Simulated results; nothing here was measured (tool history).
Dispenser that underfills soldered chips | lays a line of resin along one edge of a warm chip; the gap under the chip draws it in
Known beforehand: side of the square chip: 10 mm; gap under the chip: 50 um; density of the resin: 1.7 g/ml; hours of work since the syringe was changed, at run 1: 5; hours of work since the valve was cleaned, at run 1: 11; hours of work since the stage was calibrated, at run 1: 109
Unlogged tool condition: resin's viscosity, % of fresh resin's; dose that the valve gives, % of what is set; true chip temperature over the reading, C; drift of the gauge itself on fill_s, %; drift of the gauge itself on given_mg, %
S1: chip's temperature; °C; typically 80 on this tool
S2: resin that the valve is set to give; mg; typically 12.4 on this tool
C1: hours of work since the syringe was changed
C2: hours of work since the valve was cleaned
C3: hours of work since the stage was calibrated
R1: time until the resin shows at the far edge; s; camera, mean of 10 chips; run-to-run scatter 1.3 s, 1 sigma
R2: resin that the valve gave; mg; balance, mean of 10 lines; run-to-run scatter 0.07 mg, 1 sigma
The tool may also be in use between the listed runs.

run,hour,S1,S2,C1,C2,C3,R1,R2
1,0.0,80,12.4,5,11,109,191.5,12.28
2,2.4,80,12.4,7,12,111,223.4,12.22
3,6.6,80,12.4,10,15,114,284.4,12.23
# hour 9.3: new syringe of resin
4,10.6,80,12.4,1,18,116,128.7,12.32
5,15.8,80,12.4,4,21,120,179.8,12.25
6,20.0,80,12.4,7,24,122,225.5,12.37
7,23.8,80,15.1,10,26,125,275.6,14.78
# hour 26.2: new syringe of resin
8,27.6,90,15.1,1,29,127,94.6,14.82
9,33.1,80,12.4,5,32,131,180.7,12.21
10,36.6,80,12.4,7,35,133,223.6,12.07
11,39.7,80,12.4,9,37,135,268.1,12.04
# hour 43.5: new syringe of resin
12,45.7,66,13.8,1,40,139,217.1,13.44
13,51.3,66,13.8,5,44,143,296.5,13.55
14,55.0,67,12.2,8,47,145,368.6,11.93
15,59.8,93,11.8,11,50,148,216.5,11.60
# hour 60.4: new syringe of resin
16,63.0,92,15.9,2,52,150,95.5,15.49
17,69.0,80,14.7,6,56,154,197.8,14.30
18,72.9,68,15.8,8,58,157,365.6,15.35
# hour 77.6: new syringe of resin
19,78.2,68,15.8,0,61,160,173.0,15.52
20,83.6,68,15.8,4,65,164,240.2,15.22
21,86.5,75,15.0,6,67,166,228.1,14.51

What if the next run were any one of these 5? Each begins from the tool's condition after run 21:
A,88.9,95,11.8,7,69,167,?,?
B,88.9,94,11.2,7,69,167,?,?
C,88.9,86,12.4,7,69,167,?,?
D,88.9,72,12.4,7,69,167,?,?
E,88.9,80,12.0,7,69,167,?,?

run,R1,R2
A,146.2,11.44
B,156.7,10.77
C,187.8,12.10
D,290.7,11.99
E,232.9,11.60
Stripped of hidden state, with their random variation kept, the same runs would have yielded:
run,R1,R2
A,77.5,11.83
B,82.7,11.13
C,99.8,12.51
D,154.1,12.40
E,123.3,12.00
